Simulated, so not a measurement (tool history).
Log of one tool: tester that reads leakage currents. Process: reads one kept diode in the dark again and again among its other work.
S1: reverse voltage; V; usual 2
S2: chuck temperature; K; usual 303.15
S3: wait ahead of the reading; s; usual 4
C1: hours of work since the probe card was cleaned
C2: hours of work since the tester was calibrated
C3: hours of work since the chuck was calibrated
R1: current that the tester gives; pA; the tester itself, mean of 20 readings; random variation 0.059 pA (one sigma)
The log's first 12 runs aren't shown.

Run 13, hour 1046.6: usual settings but S2 299.15 K; C1 1309; C2 1532; C3 1745. Result: R1 10.29 pA.
Run 14, hour 1113.8: usual settings but S2 299.15 K; C1 1351; C2 1574; C3 1786. Result: R1 10.32 pA.
Run 15, hour 1234.8: usual settings but S2 299.15 K; C1 1426; C2 1648; C3 1861. Result: R1 10.5 pA.
Run 16, hour 1298.2: usual settings but S2 299.15 K; C1 1465; C2 1688; C3 1900. Result: R1 10.51 pA.
Run 17, hour 1425.4: usual settings but S2 299.15 K; C1 1544; C2 1767; C3 1979. Result: R1 10.71 pA.
Run 18, hour 1532.9: usual settings but S2 295.15 K, S3 0.7 s; C1 1611; C2 1833; C3 2046. Result: R1 8.61 pA.
Run 19, hour 1590.9: usual settings but S2 311.15 K, S3 5.65 s; C1 1647; C2 1869; C3 2082. Result: R1 25.44 pA.
Run 20, hour 1703: usual settings but S3 2.05 s; C1 1716; C2 1939; C3 2151. Result: R1 14.58 pA.
Run 21, hour 1778.6: usual settings but S1 3.98 V, S2 295.15 K, S3 1.67 s; C1 1763; C2 1985; C3 2198. Result: R1 14.7 pA.
Run 22, hour 1867.7: usual settings but S1 3.98 V, S2 298.15 K, S3 0.42 s; C1 1818; C2 2041; C3 2253. Result: R1 17.74 pA.
Run 23, hour 1958.4: usual settings but S1 13.36 V, S2 329.15 K, S3 0.95 s; C1 1874; C2 2097; C3 2310. Result: R1 292.62 pA.
Run 24, hour 2029.2: usual settings but S1 13.36 V, S2 329.15 K, S3 0.95 s; C1 1918; C2 2141; C3 2353. Result: R1 292.36 pA.
At hour 2036.7: chuck's temperature calibrated.
Run 25, hour 2157.7: usual settings but S1 13.36 V, S2 329.15 K, S3 0.95 s; C1 1997; C2 2219; C3 75. Result: R1 280.11 pA.
Run 26, hour 2267.1: usual settings but S1 1.39 V, S2 329.15 K, S3 0.95 s; C1 2064; C2 2287; C3 143. Result: R1 76.29 pA.
Run 27, hour 2344.7: usual settings but S3 1.74 s; C1 2113; C2 2335; C3 191. Result: R1 14.52 pA.
Run 28, hour 2405.1: usual settings but S1 1.38 V, S3 1.74 s; C1 2150; C2 2372; C3 228. Result: R1 11.4 pA.
Run 29, hour 2482.5: usual settings but S1 1.5 V; C1 2198; C2 2420; C3 276. Result: R1 12.14 pA.
Run 30, hour 2583.2: usual settings but S1 1.29 V, S2 319.15 K, S3 0.4 s; C1 2260; C2 2483; C3 339. Result: R1 35.3 pA.
Run 31, hour 2671.6: usual settings but S1 6.87 V, S2 299.15 K, S3 2.55 s; C1 2315; C2 2538; C3 393. Result: R1 29.53 pA.

4 ways to go on from here, each from the tool as it stands after run 31. What would each give?
Run A, hour 2747.8: usual settings but S1 4.13 V, S2 297.15 K, S3 0.99 s; C1 2362; C2 2585; C3 441. Result: R1 ?.
Run B, hour 2747.8: usual settings but S1 8.52 V, S2 316.15 K; C1 2362; C2 2585; C3 441. Result: R1 ?.
Run C, hour 2747.8: usual settings but S1 4.8 V, S2 316.15 K, S3 0.57 s; C1 2362; C2 2585; C3 441. Result: R1 ?.
Run D, hour 2747.8: usual settings but S3 8.11 s; C1 2362; C2 2585; C3 441. Result: R1 ?.

run     R1
  A  18.41
  B  90.02
  C  63.22
  D   15.2
Without the tool's hidden state the same runs would have given:
run     R1
  A   9.15
  B  70.55
  C   52.1
  D  10.62
